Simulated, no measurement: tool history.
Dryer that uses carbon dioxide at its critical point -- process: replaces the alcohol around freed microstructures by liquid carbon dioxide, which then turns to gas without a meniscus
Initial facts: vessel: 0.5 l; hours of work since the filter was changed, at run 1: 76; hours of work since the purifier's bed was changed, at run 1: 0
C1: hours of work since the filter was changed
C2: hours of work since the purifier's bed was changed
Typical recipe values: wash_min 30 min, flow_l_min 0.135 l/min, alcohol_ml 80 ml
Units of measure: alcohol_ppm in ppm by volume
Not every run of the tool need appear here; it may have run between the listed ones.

Run 1, hour 0: usual settings; C1 76; C2 0. Result: alcohol_ppm 428 ppm by volume.
Run 2, hour 45.5: usual settings; C1 105; C2 29. Result: alcohol_ppm 459 ppm by volume.
Run 3, hour 77.4: usual settings but wash_min 28 min; C1 125; C2 48. Result: alcohol_ppm 696 ppm by volume.
Run 4, hour 128.9: usual settings but flow_l_min 0.221 l/min; C1 157; C2 81. Result: alcohol_ppm 31 ppm by volume.
Run 5, hour 158: usual settings but flow_l_min 0.221 l/min; C1 175; C2 99. Result: alcohol_ppm 35 ppm by volume.
Run 6, hour 211.7: usual settings but flow_l_min 0.221 l/min; C1 209; C2 133. Result: alcohol_ppm 49 ppm by volume.
Run 7, hour 260.8: usual settings but flow_l_min 0.178 l/min; C1 240; C2 163. Result: alcohol_ppm 137 ppm by volume.
Run 8, hour 293.7: usual settings but flow_l_min 0.178 l/min; C1 260; C2 184. Result: alcohol_ppm 147 ppm by volume.
Run 9, hour 341.1: usual settings but flow_l_min 0.178 l/min; C1 290; C2 213. Result: alcohol_ppm 158 ppm by volume.
Run 10, hour 378.8: usual settings but flow_l_min 0.178 l/min; C1 313; C2 237. Result: alcohol_ppm 174 ppm by volume.
Run 11, hour 417.5: usual settings but flow_l_min 0.136 l/min; C1 338; C2 261. Result: alcohol_ppm 677 ppm by volume.
Run 12, hour 448.6: usual settings but flow_l_min 0.136 l/min; C1 357; C2 281. Result: alcohol_ppm 716 ppm by volume.
Run 13, hour 473.4: usual settings but flow_l_min 0.136 l/min; C1 373; C2 296. Result: alcohol_ppm 712 ppm by volume.
Run 14, hour 522: usual settings but flow_l_min 0.132 l/min; C1 403; C2 327. Result: alcohol_ppm 876 ppm by volume.
At hour 530: inlet filter changed.
Run 15, hour 555.7: usual settings but flow_l_min 0.142 l/min; C1 16; C2 347. Result: alcohol_ppm 362 ppm by volume.
Run 16, hour 592.2: usual settings but flow_l_min 0.208 l/min; C1 39; C2 370. Result: alcohol_ppm 96 ppm by volume.
Run 17, hour 620.1: usual settings but flow_l_min 0.208 l/min; C1 56; C2 388. Result: alcohol_ppm 101 ppm by volume.
Run 18, hour 645.7: usual settings but flow_l_min 0.208 l/min, alcohol_ml 21 ml; C1 72; C2 404. Result: alcohol_ppm 80 ppm by volume.
Run 19, hour 688.5: usual settings but flow_l_min 0.208 l/min, alcohol_ml 21 ml; C1 99; C2 430. Result: alcohol_ppm 104 ppm by volume.
Run 20, hour 731.2: usual settings but flow_l_min 0.208 l/min, alcohol_ml 21 ml; C1 126; C2 457. Result: alcohol_ppm 91 ppm by volume.
Run 21, hour 784.6: usual settings but flow_l_min 0.208 l/min, alcohol_ml 21 ml; C1 159; C2 491. Result: alcohol_ppm 107 ppm by volume.
Run 22, hour 811.2: usual settings but flow_l_min 0.094 l/min, alcohol_ml 21 ml; C1 176; C2 507. Result: alcohol_ppm 826 ppm by volume.
Run 23, hour 865.9: usual settings but alcohol_ml 117 ml; C1 210; C2 541. Result: alcohol_ppm 887 ppm by volume.
Run 24, hour 912.2: usual settings but alcohol_ml 117 ml; C1 239; C2 570. Result: alcohol_ppm 934 ppm by volume.
Run 25, hour 963.8: usual settings but wash_min 27 min, flow_l_min 0.15 l/min, alcohol_ml 69 ml; C1 272; C2 603. Result: alcohol_ppm 648 ppm by volume.
Run 26, hour 989.8: usual settings but wash_min 27 min, flow_l_min 0.15 l/min, alcohol_ml 69 ml; C1 288; C2 619. Result: alcohol_ppm 667 ppm by volume.
Run 27, hour 1016.5: usual settings but wash_min 38 min, flow_l_min 0.12 l/min; C1 305; C2 636. Result: alcohol_ppm 427 ppm by volume.
Run 28, hour 1054.7: usual settings but wash_min 38 min, flow_l_min 0.12 l/min; C1 328; C2 660. Result: alcohol_ppm 455 ppm by volume.
Run 29, hour 1084.8: usual settings but wash_min 44 min, flow_l_min 0.179 l/min; C1 347; C2 678. Result: alcohol_ppm 144 ppm by volume.
Run 30, hour 1141: usual settings but wash_min 44 min, flow_l_min 0.179 l/min; C1 382; C2 714. Result: alcohol_ppm 140 ppm by volume.
Run 31, hour 1169.8: usual settings but wash_min 44 min, flow_l_min 0.179 l/min; C1 401; C2 732. Result: alcohol_ppm 166 ppm by volume.
At hour 1183.9: inlet filter changed.
Run 32, hour 1229.2: usual settings but wash_min 39 min, flow_l_min 0.179 l/min; C1 28; C2 768. Result: alcohol_ppm 162 ppm by volume.
Run 33, hour 1282.4: usual settings but wash_min 39 min, flow_l_min 0.179 l/min; C1 62; C2 801. Result: alcohol_ppm 167 ppm by volume.
Run 34, hour 1336.5: usual settings but wash_min 39 min, flow_l_min 0.151 l/min; C1 96; C2 835. Result: alcohol_ppm 199 ppm by volume.
Run 35, hour 1389.8: usual settings but wash_min 39 min, flow_l_min 0.109 l/min, alcohol_ml 116 ml; C1 129; C2 869. Result: alcohol_ppm 638 ppm by volume.
Run 36, hour 1422.6: usual settings but flow_l_min 0.1 l/min; C1 149; C2 889. Result: alcohol_ppm 2186 ppm by volume.
At hour 1450: purifier's bed changed.
Run 37, hour 1477: usual settings but wash_min 36 min, flow_l_min 0.1 l/min, alcohol_ml 65 ml; C1 182; C2 17. Result: alcohol_ppm 746 ppm by volume.
Run 38, hour 1512.9: usual settings but wash_min 44 min, flow_l_min 0.118 l/min, alcohol_ml 50 ml; C1 204; C2 39. Result: alcohol_ppm 73 ppm by volume.
Run 39, hour 1554: usual settings but wash_min 44 min, flow_l_min 0.118 l/min, alcohol_ml 50 ml; C1 230; C2 65. Result: alcohol_ppm 90 ppm by volume.
Run 40, hour 1578.2: usual settings but wash_min 44 min, flow_l_min 0.227 l/min, alcohol_ml 85 ml; C1 245; C2 80. Result: alcohol_ppm 22 ppm by volume.
Run 41, hour 1604.1: usual settings but wash_min 44 min, flow_l_min 0.227 l/min, alcohol_ml 85 ml; C1 261; C2 96. Result: alcohol_ppm 27 ppm by volume.
Run 42, hour 1644.3: usual settings but wash_min 44 min, flow_l_min 0.227 l/min, alcohol_ml 85 ml; C1 286; C2 122. Result: alcohol_ppm 30 ppm by volume.
Run 43, hour 1694.2: usual settings but wash_min 44 min, flow_l_min 0.215 l/min, alcohol_ml 33 ml; C1 318; C2 153. Result: alcohol_ppm 43 ppm by volume.
Run 44, hour 1736.9: usual settings but wash_min 44 min, flow_l_min 0.215 l/min, alcohol_ml 33 ml; C1 344; C2 180. Result: alcohol_ppm 44 ppm by volume.
Run 45, hour 1771.9: usual settings but wash_min 32 min, flow_l_min 0.101 l/min, alcohol_ml 77 ml; C1 366; C2 201. Result: alcohol_ppm 1913 ppm by volume.
Run 46, hour 1808: usual settings but wash_min 31 min, flow_l_min 0.142 l/min, alcohol_ml 29 ml; C1 389; C2 224. Result: alcohol_ppm 202 ppm by volume.
At hour 1840.2: inlet filter changed.
Run 47, hour 1847.1: usual settings but wash_min 19 min, flow_l_min 0.208 l/min, alcohol_ml 98 ml; C1 4; C2 248. Result: alcohol_ppm 653 ppm by volume.
Run 48, hour 1889.5: usual settings but wash_min 27 min, flow_l_min 0.22 l/min; C1 31; C2 274. Result: alcohol_ppm 85 ppm by volume.

Branching from run 48: 3 alternative next runs. What would each branch give?
Run A, hour 1913.3: usual settings but wash_min 27 min, flow_l_min 0.102 l/min, alcohol_ml 100 ml; C1 46; C2 289. Result: alcohol_ppm ?.
Run B, hour 1913.3: usual settings but flow_l_min 0.086 l/min; C1 46; C2 289. Result: alcohol_ppm ?.
Run C, hour 1913.3: usual settings but alcohol_ml 22 ml; C1 46; C2 289. Result: alcohol_ppm ?.

run  alcohol_ppm
  A         3272
  B         3247
  C          166
Take away the tool's hidden state, keep each run's random variation, and the runs would have read:
run  alcohol_ppm
  A         3061
  B         3046
  C          102
